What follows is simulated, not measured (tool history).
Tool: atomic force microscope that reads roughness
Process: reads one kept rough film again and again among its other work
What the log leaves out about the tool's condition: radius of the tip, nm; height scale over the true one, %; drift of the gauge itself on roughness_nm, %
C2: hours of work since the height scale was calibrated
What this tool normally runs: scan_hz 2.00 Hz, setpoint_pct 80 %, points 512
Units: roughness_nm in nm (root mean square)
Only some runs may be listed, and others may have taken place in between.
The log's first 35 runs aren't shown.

At hour 2066.0: new tip fitted.
Run 36, hour 2096.7: usual settings but scan_hz 0.60 Hz, setpoint_pct 75 %; pictures with this tip 38; C2 487. Result: roughness_nm 2.490 nm (root mean square).
Run 37, hour 2164.3: usual settings but scan_hz 3.06 Hz, setpoint_pct 83 %, points 338; pictures with this tip 121; C2 524. Result: roughness_nm 1.947 nm (root mean square).
Run 38, hour 2208.6: usual settings but scan_hz 1.45 Hz, points 719; pictures with this tip 175; C2 548. Result: roughness_nm 2.208 nm (root mean square).
Run 39, hour 2253.2: usual settings but scan_hz 2.58 Hz, setpoint_pct 77 %, points 367; pictures with this tip 230; C2 573. Result: roughness_nm 2.054 nm (root mean square).
Run 40, hour 2294.1: usual settings but scan_hz 3.31 Hz, setpoint_pct 61 %, points 328; pictures with this tip 280; C2 595. Result: roughness_nm 2.165 nm (root mean square).
Run 41, hour 2336.6: usual settings but scan_hz 1.20 Hz, setpoint_pct 87 %; pictures with this tip 332; C2 618. Result: roughness_nm 2.061 nm (root mean square).
At hour 2377.1: new tip fitted.
Run 42, hour 2383.5: usual settings but scan_hz 2.97 Hz, setpoint_pct 63 %; pictures with this tip 8; C2 644. Result: roughness_nm 2.393 nm (root mean square).
Run 43, hour 2440.3: usual settings but scan_hz 2.97 Hz, setpoint_pct 63 %; pictures with this tip 77; C2 675. Result: roughness_nm 2.333 nm (root mean square).
Run 44, hour 2510.7: usual settings but scan_hz 2.57 Hz, setpoint_pct 66 %, points 275; pictures with this tip 163; C2 714. Result: roughness_nm 2.239 nm (root mean square).
Run 45, hour 2555.7: usual settings but setpoint_pct 72 %; pictures with this tip 218; C2 738. Result: roughness_nm 2.203 nm (root mean square).
Run 46, hour 2601.2: usual settings but scan_hz 2.48 Hz, setpoint_pct 72 %; pictures with this tip 274; C2 763. Result: roughness_nm 2.124 nm (root mean square).
Run 47, hour 2655.3: usual settings but scan_hz 2.16 Hz, setpoint_pct 90 %, points 309; pictures with this tip 340; C2 793. Result: roughness_nm 1.830 nm (root mean square).
At hour 2691.9: new tip fitted.
Run 48, hour 2730.6: usual settings but setpoint_pct 67 %, points 497; pictures with this tip 48; C2 834. Result: roughness_nm 2.387 nm (root mean square).
Run 49, hour 2794.5: usual settings but scan_hz 1.18 Hz, setpoint_pct 62 %; pictures with this tip 126; C2 869. Result: roughness_nm 2.420 nm (root mean square).
Run 50, hour 2839.1: usual settings but scan_hz 1.21 Hz, setpoint_pct 86 %; pictures with this tip 181; C2 894. Result: roughness_nm 2.190 nm (root mean square).
Run 51, hour 2872.7: usual settings but scan_hz 1.21 Hz, setpoint_pct 86 %; pictures with this tip 222; C2 912. Result: roughness_nm 2.147 nm (root mean square).

Alternative continuations, all from the tool just after run 51; predict every row:
Run A, hour 2956.4: usual settings but scan_hz 1.21 Hz, setpoint_pct 86 %, points 295; pictures with this tip 324; C2 958. Result: roughness_nm ?.
Run B, hour 2956.4: usual settings but setpoint_pct 61 %, points 687; pictures with this tip 324; C2 958. Result: roughness_nm ?.
Run C, hour 2956.4: usual settings but setpoint_pct 59 %; pictures with this tip 324; C2 958. Result: roughness_nm ?.
Run D, hour 2956.4: usual settings but scan_hz 1.16 Hz; pictures with this tip 324; C2 958. Result: roughness_nm ?.

run  roughness_nm
  A         2.087
  B         2.226
  C         2.242
  D         2.150
Without the tool's hidden state the same runs would have given:
run  roughness_nm
  A         2.303
  B         2.458
  C         2.474
  D         2.372
